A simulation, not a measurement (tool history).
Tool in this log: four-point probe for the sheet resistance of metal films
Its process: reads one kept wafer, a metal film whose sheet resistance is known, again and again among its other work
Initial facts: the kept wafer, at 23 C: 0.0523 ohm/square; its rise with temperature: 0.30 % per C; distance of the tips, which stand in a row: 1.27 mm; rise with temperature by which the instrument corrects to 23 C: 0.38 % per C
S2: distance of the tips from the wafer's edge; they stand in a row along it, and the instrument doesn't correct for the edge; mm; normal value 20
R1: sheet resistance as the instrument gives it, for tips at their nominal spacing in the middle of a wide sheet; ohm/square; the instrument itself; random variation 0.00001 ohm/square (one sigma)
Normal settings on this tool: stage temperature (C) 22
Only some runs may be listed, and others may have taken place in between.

{"run": 1, "day": 0.0, "stage temperature (C)": 22, "S2": 20, "R1": 0.052221}
{"run": 2, "day": 0.621, "stage temperature (C)": 22, "S2": 20, "R1": 0.052204}
{"run": 3, "day": 1.208, "stage temperature (C)": 22, "S2": 11, "R1": 0.052473}
{"run": 4, "day": 1.7, "stage temperature (C)": 22, "S2": 11, "R1": 0.052457}
{"run": 5, "day": 2.033, "stage temperature (C)": 22, "S2": 11, "R1": 0.052453}
{"run": 6, "day": 2.354, "stage temperature (C)": 22, "S2": 11, "R1": 0.052462}
{"run": 7, "day": 3.054, "stage temperature (C)": 22, "S2": 11, "R1": 0.052459}
{"run": 8, "day": 3.688, "stage temperature (C)": 22, "S2": 11, "R1": 0.052453}
{"run": 9, "day": 4.158, "stage temperature (C)": 29, "S2": 20, "R1": 0.051886}
{"run": 10, "day": 4.929, "stage temperature (C)": 29, "S2": 20, "R1": 0.051894}
{"run": 11, "day": 5.404, "stage temperature (C)": 22, "S2": 20, "R1": 0.052187}
{"run": 12, "day": 5.892, "stage temperature (C)": 22, "S2": 20, "R1": 0.052192}
{"run": 13, "day": 6.5, "stage temperature (C)": 22, "S2": 15, "R1": 0.052291}
{"run": 14, "day": 7.104, "stage temperature (C)": 22, "S2": 4, "R1": 0.054771}
{"run": 15, "day": 7.567, "stage temperature (C)": 22, "S2": 20, "R1": 0.052194}
{"day": 7.654, "done": "stage's thermometer calibrated"}
{"run": 16, "day": 8.042, "stage temperature (C)": 22, "S2": 20, "R1": 0.052234}
{"run": 17, "day": 8.358, "stage temperature (C)": 22, "S2": 20, "R1": 0.052215}
{"run": 18, "day": 8.838, "stage temperature (C)": 22, "S2": 20, "R1": 0.052231}
{"run": 19, "day": 9.171, "stage temperature (C)": 22, "S2": 20, "R1": 0.052231}
{"day": 9.512, "done": "stage's thermometer calibrated, once more"}
{"run": 20, "day": 9.929, "stage temperature (C)": 22, "S2": 20, "R1": 0.052149}
{"run": 21, "day": 10.671, "stage temperature (C)": 22, "S2": 20, "R1": 0.052115}
{"run": 22, "day": 10.996, "stage temperature (C)": 22, "S2": 20, "R1": 0.052124}
{"run": 23, "day": 11.479, "stage temperature (C)": 22, "S2": 20, "R1": 0.05214}
{"run": 24, "day": 12.238, "stage temperature (C)": 22, "S2": 19, "R1": 0.052136}
{"run": 25, "day": 12.962, "stage temperature (C)": 22, "S2": 17, "R1": 0.052163}
{"run": 26, "day": 13.354, "stage temperature (C)": 22, "S2": 17, "R1": 0.052156}
{"run": 27, "day": 14.017, "stage temperature (C)": 23, "S2": 26, "R1": 0.052028}
{"run": 28, "day": 14.367, "stage temperature (C)": 19, "S2": 63, "R1": 0.052151}
{"run": 29, "day": 14.754, "stage temperature (C)": 20, "S2": 6, "R1": 0.05332}
{"run": 30, "day": 15.362, "stage temperature (C)": 33, "S2": 19, "R1": 0.051682}
{"run": 31, "day": 15.775, "stage temperature (C)": 25, "S2": 4, "R1": 0.05454}
{"run": 32, "day": 16.371, "stage temperature (C)": 34, "S2": 6, "R1": 0.052729}
{"run": 33, "day": 16.771, "stage temperature (C)": 19, "S2": 10, "R1": 0.05258}
{"run": 34, "day": 17.433, "stage temperature (C)": 34, "S2": 16, "R1": 0.051697}
{"run": 35, "day": 17.796, "stage temperature (C)": 20, "S2": 20, "R1": 0.052199}
{"run": 36, "day": 18.296, "stage temperature (C)": 22, "S2": 52, "R1": 0.052024}
{"run": 37, "day": 18.946, "stage temperature (C)": 28, "S2": 12, "R1": 0.052056}
{"run": 38, "day": 19.392, "stage temperature (C)": 34, "S2": 3, "R1": 0.056002}
{"run": 39, "day": 20.167, "stage temperature (C)": 31, "S2": 20, "R1": 0.051729}
{"run": 40, "day": 20.504, "stage temperature (C)": 31, "S2": 20, "R1": 0.051732}
{"run": 41, "day": 21.05, "stage temperature (C)": 31, "S2": 20, "R1": 0.051739}
{"run": 42, "day": 21.717, "stage temperature (C)": 19, "S2": 29, "R1": 0.052189}
{"run": 43, "day": 22.054, "stage temperature (C)": 34, "S2": 16, "R1": 0.051673}
{"run": 44, "day": 22.538, "stage temperature (C)": 34, "S2": 16, "R1": 0.051674}

Per-run results on a tool with no hidden state, each run keeping its own random variation:
The hidden state here: inner tips' distance over the nominal, %; tips' flats over new ones', %; wafer's true temperature over the reading, C; drift of the gauge itself on sheet_ohm, %.
run=1 R1=0.052472
run=2 R1=0.052457
run=3 R1=0.052727
run=4 R1=0.052711
run=5 R1=0.052708
run=6 R1=0.052718
run=7 R1=0.052716
run=8 R1=0.052711
run=9 R1=0.052143
run=10 R1=0.052152
run=11 R1=0.052445
run=12 R1=0.052451
run=13 R1=0.052552
run=14 R1=0.055044
run=15 R1=0.052456
run=16 R1=0.052464
run=17 R1=0.052446
run=18 R1=0.052463
run=19 R1=0.052463
run=20 R1=0.052479
run=21 R1=0.052446
run=22 R1=0.052455
run=23 R1=0.052471
run=24 R1=0.052468
run=25 R1=0.052497
run=26 R1=0.052490
run=27 R1=0.052362
run=28 R1=0.052487
run=29 R1=0.053663
run=30 R1=0.052016
run=31 R1=0.054891
run=32 R1=0.053071
run=33 R1=0.052921
run=34 R1=0.052034
run=35 R1=0.052540
run=36 R1=0.052364
run=37 R1=0.052397
run=38 R1=0.056368
run=39 R1=0.052070
run=40 R1=0.052073
run=41 R1=0.052081
run=42 R1=0.052535
run=43 R1=0.052016
run=44 R1=0.052018

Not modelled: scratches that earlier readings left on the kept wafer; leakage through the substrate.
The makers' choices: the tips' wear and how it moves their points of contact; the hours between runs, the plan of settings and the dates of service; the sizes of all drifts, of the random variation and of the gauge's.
